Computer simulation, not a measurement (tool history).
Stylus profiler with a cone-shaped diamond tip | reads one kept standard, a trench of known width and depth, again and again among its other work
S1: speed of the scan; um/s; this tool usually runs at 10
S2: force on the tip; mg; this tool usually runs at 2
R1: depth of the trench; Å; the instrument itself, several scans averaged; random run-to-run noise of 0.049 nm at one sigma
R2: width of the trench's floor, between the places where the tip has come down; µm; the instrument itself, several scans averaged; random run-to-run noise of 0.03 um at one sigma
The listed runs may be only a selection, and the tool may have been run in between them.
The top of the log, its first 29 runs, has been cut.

run,hour,S1,S2,R1,R2
30,687.6,4,0.69,1003.9,98.27
31,710.1,4,0.69,1002.9,98.29
32,725.1,4,0.69,1003.7,98.26
33,755.8,4,0.69,1003.4,98.25
34,771.1,2,0.78,1003.9,98.35
35,789,12,3.83,1010.9,98.2
36,805.7,10,4.24,1011.9,98.27
37,825.9,8,2.73,1008.6,98.26
38,847.1,10,2.09,1007.1,98.16
39,882.3,10,2.09,1006.1,98.18
40,914.1,3,1.48,1006.2,98.18
41,932.5,10,2.75,1008.7,98.22
42,948.6,12,2.74,1008.4,98.24
43,975.8,8,4.37,1012,98.21
44,995.5,4,3,1009.8,98.28
45,1018.5,13,0.99,1004.4,98.12
46,1052.9,6,0.71,1003.7,98.13

Below are 4 alternative next runs, each starting from the tool's condition after run 46. Predict each:
A,1084.7,19,1.03,?,?
B,1084.7,9,1.1,?,?
C,1084.7,2,2.14,?,?
D,1084.7,2,0.85,?,?

run,R1,R2
A,1005.9,98.02
B,1005.3,98.08
C,1007.6,98.19
D,1004.9,98.17
With the hidden condition removed and each run's random variation left untouched, the same runs would have given:
run,R1,R2
A,1005.1,98.41
B,1004.5,98.46
C,1006.8,98.57
D,1004,98.56
